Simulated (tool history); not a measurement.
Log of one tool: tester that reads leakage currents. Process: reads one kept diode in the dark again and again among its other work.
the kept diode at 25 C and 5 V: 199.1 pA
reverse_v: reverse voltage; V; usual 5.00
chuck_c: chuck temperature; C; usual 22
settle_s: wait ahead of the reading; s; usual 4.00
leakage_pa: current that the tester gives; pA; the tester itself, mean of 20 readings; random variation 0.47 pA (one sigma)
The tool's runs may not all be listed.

run 1 hour=0.0 | reverse_v=5.00 chuck_c=22 settle_s=4.00 | leakage_pa=144.40
run 2 hour=32.9 | reverse_v=12.23 chuck_c=22 settle_s=4.00 | leakage_pa=190.20
run 3 hour=63.8 | reverse_v=12.23 chuck_c=22 settle_s=4.00 | leakage_pa=189.08
run 4 hour=90.4 | reverse_v=12.23 chuck_c=22 settle_s=4.00 | leakage_pa=190.31
run 5 hour=110.5 | reverse_v=12.23 chuck_c=22 settle_s=4.00 | leakage_pa=189.82
run 6 hour=142.6 | reverse_v=5.00 chuck_c=22 settle_s=4.00 | leakage_pa=143.42
run 7 hour=169.0 | reverse_v=5.00 chuck_c=22 settle_s=4.00 | leakage_pa=143.23
run 8 hour=196.2 | reverse_v=5.00 chuck_c=56 settle_s=4.00 | leakage_pa=2038.11
-- hour=212.8 chuck's temperature calibrated
run 9 hour=234.6 | reverse_v=5.00 chuck_c=56 settle_s=4.00 | leakage_pa=2171.15
run 10 hour=269.0 | reverse_v=5.00 chuck_c=56 settle_s=4.00 | leakage_pa=2161.33
run 11 hour=286.7 | reverse_v=5.00 chuck_c=22 settle_s=4.00 | leakage_pa=156.82
run 12 hour=320.5 | reverse_v=2.10 chuck_c=22 settle_s=4.00 | leakage_pa=119.49
run 13 hour=343.6 | reverse_v=2.10 chuck_c=22 settle_s=4.00 | leakage_pa=119.20
run 14 hour=368.1 | reverse_v=2.10 chuck_c=22 settle_s=4.00 | leakage_pa=118.73
run 15 hour=401.5 | reverse_v=2.10 chuck_c=22 settle_s=4.00 | leakage_pa=118.73
run 16 hour=416.8 | reverse_v=5.00 chuck_c=54 settle_s=4.00 | leakage_pa=1873.93
run 17 hour=448.1 | reverse_v=5.00 chuck_c=54 settle_s=4.00 | leakage_pa=1873.07
run 18 hour=477.6 | reverse_v=5.00 chuck_c=54 settle_s=1.90 | leakage_pa=1880.50
run 19 hour=508.0 | reverse_v=5.00 chuck_c=22 settle_s=4.00 | leakage_pa=154.33
run 20 hour=529.2 | reverse_v=5.00 chuck_c=22 settle_s=4.00 | leakage_pa=154.39
run 21 hour=560.8 | reverse_v=5.00 chuck_c=22 settle_s=4.00 | leakage_pa=154.64
run 22 hour=595.1 | reverse_v=7.96 chuck_c=50 settle_s=0.65 | leakage_pa=1618.35
run 23 hour=618.9 | reverse_v=5.00 chuck_c=38 settle_s=2.25 | leakage_pa=571.86
run 24 hour=643.8 | reverse_v=1.11 chuck_c=46 settle_s=4.09 | leakage_pa=662.64
run 25 hour=671.0 | reverse_v=1.11 chuck_c=46 settle_s=4.09 | leakage_pa=659.24
run 26 hour=688.5 | reverse_v=1.59 chuck_c=25 settle_s=0.88 | leakage_pa=140.13
run 27 hour=718.4 | reverse_v=12.41 chuck_c=33 settle_s=0.49 | leakage_pa=511.40
run 28 hour=753.2 | reverse_v=12.41 chuck_c=33 settle_s=0.49 | leakage_pa=508.27
run 29 hour=773.3 | reverse_v=3.81 chuck_c=57 settle_s=0.37 | leakage_pa=2110.35
run 30 hour=801.6 | reverse_v=3.81 chuck_c=57 settle_s=0.37 | leakage_pa=2103.94
run 31 hour=822.9 | reverse_v=3.81 chuck_c=57 settle_s=0.37 | leakage_pa=2103.15
run 32 hour=852.5 | reverse_v=3.81 chuck_c=59 settle_s=1.80 | leakage_pa=2418.00
run 33 hour=876.6 | reverse_v=3.81 chuck_c=59 settle_s=1.80 | leakage_pa=2419.48
run 34 hour=909.5 | reverse_v=1.04 chuck_c=22 settle_s=1.40 | leakage_pa=94.47
run 35 hour=939.3 | reverse_v=12.88 chuck_c=22 settle_s=1.14 | leakage_pa=209.43
run 36 hour=966.1 | reverse_v=5.00 chuck_c=26 settle_s=4.60 | leakage_pa=215.14
run 37 hour=997.7 | reverse_v=3.47 chuck_c=45 settle_s=0.31 | leakage_pa=862.05
run 38 hour=1013.0 | reverse_v=5.00 chuck_c=48 settle_s=4.00 | leakage_pa=1195.56
run 39 hour=1034.1 | reverse_v=13.21 chuck_c=22 settle_s=4.00 | leakage_pa=210.95
run 40 hour=1049.8 | reverse_v=13.21 chuck_c=22 settle_s=4.00 | leakage_pa=209.74
run 41 hour=1072.9 | reverse_v=1.99 chuck_c=40 settle_s=4.12 | leakage_pa=495.10

Forecast each of these 3 alternatives for the next run:
run A hour=1098.5 | reverse_v=12.98 chuck_c=40 settle_s=1.44 | leakage_pa=?
run B hour=1098.5 | reverse_v=1.99 chuck_c=40 settle_s=1.17 | leakage_pa=?
run C hour=1098.5 | reverse_v=1.51 chuck_c=59 settle_s=4.49 | leakage_pa=?

run=A leakage_pa=877.71
run=B leakage_pa=495.58
run=C leakage_pa=1810.28
Without the tool's hidden state the same runs would have given:
run=A leakage_pa=890.42
run=B leakage_pa=506.05
run=C leakage_pa=1848.51

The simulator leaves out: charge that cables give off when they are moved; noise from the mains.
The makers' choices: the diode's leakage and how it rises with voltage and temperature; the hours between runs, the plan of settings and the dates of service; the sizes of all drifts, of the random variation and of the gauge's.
